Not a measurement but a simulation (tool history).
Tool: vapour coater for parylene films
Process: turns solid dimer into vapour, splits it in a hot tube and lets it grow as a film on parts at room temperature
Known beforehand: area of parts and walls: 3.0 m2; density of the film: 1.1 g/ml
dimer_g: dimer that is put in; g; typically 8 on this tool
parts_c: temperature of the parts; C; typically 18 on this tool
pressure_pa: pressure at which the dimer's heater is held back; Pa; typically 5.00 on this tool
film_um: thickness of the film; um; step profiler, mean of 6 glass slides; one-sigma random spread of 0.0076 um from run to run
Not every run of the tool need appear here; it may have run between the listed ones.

| run | hour | dimer_g | parts_c | pressure_pa | film_um |
|---|---|---|---|---|---|
| 1 | 0.0 | 8 | 18 | 5.00 | 1.781 |
| 2 | 10.8 | 8 | 18 | 5.00 | 1.776 |
| 3 | 23.2 | 8 | 18 | 5.00 | 1.778 |
| 4 | 40.5 | 8 | 18 | 5.00 | 1.777 |
| 5 | 59.1 | 8 | 18 | 5.00 | 1.758 |
| 6 | 68.2 | 8 | 18 | 5.00 | 1.765 |
| 7 | 86.2 | 8 | 18 | 5.00 | 1.750 |
| 8 | 95.8 | 8 | 18 | 5.00 | 1.755 |
| 9 | 113.9 | 8 | 18 | 5.00 | 1.769 |
| 10 | 132.3 | 8 | 18 | 5.00 | 1.751 |
| 11 | 148.4 | 8 | 18 | 5.00 | 1.742 |
| 12 | 158.0 | 8 | 18 | 5.00 | 1.748 |
| 13 | 166.2 | 8 | 18 | 5.00 | 1.749 |
| 14 | 177.2 | 8 | 18 | 5.00 | 1.750 |
| 15 | 192.8 | 8 | 18 | 2.99 | 1.957 |
| 16 | 206.7 | 8 | 18 | 6.48 | 1.637 |
| 17 | 223.2 | 8 | 18 | 6.48 | 1.632 |
| 18 | 241.4 | 8 | 18 | 6.48 | 1.619 |
| 19 | 259.8 | 8 | 18 | 5.00 | 1.722 |
| 20 | 274.6 | 8 | 18 | 5.00 | 1.715 |
| 21 | 291.2 | 8 | 18 | 11.09 | 1.439 |
| 22 | 309.7 | 8 | 18 | 11.09 | 1.433 |
| 23 | 324.8 | 8 | 28 | 5.00 | 1.381 |
| 24 | 340.0 | 8 | 28 | 5.00 | 1.382 |
| 25 | 355.8 | 8 | 28 | 5.00 | 1.372 |
| 26 | 363.5 | 8 | 28 | 5.00 | 1.367 |
| 27 | 374.1 | 14 | 18 | 4.43 | 3.049 |
| 28 | 389.8 | 14 | 24 | 4.43 | 2.685 |
| 29 | 407.3 | 6 | 22 | 8.35 | 1.038 |
| 30 | 420.0 | 8 | 22 | 4.47 | 1.581 |
| 31 | 430.9 | 4 | 19 | 5.91 | 0.803 |
| 32 | 441.7 | 3 | 17 | 5.91 | 0.626 |
| 33 | 451.4 | 7 | 24 | 3.27 | 1.445 |
| 34 | 465.8 | 5 | 21 | 5.00 | 0.983 |
| 35 | 478.3 | 9 | 18 | 8.90 | 1.651 |
| 36 | 496.3 | 8 | 14 | 9.61 | 1.564 |
| 37 | 513.2 | 8 | 14 | 9.61 | 1.563 |
| 38 | 524.5 | 8 | 14 | 10.16 | 1.551 |
| 39 | 534.8 | 8 | 20 | 2.15 | 1.928 |
| 40 | 554.4 | 8 | 20 | 2.15 | 1.880 |
| 41 | 565.8 | 4 | 14 | 6.04 | 0.836 |
| 42 | 573.6 | 5 | 19 | 5.00 | 0.989 |
| 43 | 589.7 | 3 | 28 | 4.35 | 0.502 |
| 44 | 607.8 | 3 | 28 | 4.35 | 0.568 |
| 45 | 616.5 | 3 | 21 | 4.35 | 0.664 |
| 46 | 633.4 | 4 | 21 | 2.16 | 1.032 |

Missing from the log above: 3 entries noted between runs. For each, name the pair of listed runs it sits between and say how the tool's hidden condition differs from the listed run just before to the listed run just after:
From run 31 to run 32: table's thermometer calibrated (hour 433.6)
  vapour lost through the trap's worn valve, %: 9.5 -> 9.6; true temperature of the parts over the reading, C: -0.6 -> -0.87
  difference, measured minus the result without the unlogged condition, film_um: -0.072 -> -0.054 um
From run 39 to run 40: table's thermometer calibrated, once more (hour 539.3)
  vapour lost through the trap's worn valve, %: 11 -> 11.3; true temperature of the parts over the reading, C: -0.96 -> -0.04
  difference, measured minus the result without the unlogged condition, film_um: -0.196 -> -0.240 um
From run 43 to run 44: trap's valve overhauled (hour 604.4)
  vapour lost through the trap's worn valve, %: 11.9 -> 0.2; true temperature of the parts over the reading, C: -0.08 -> -0.09
  difference, measured minus the result without the unlogged condition, film_um: -0.067 -> +0.000 um

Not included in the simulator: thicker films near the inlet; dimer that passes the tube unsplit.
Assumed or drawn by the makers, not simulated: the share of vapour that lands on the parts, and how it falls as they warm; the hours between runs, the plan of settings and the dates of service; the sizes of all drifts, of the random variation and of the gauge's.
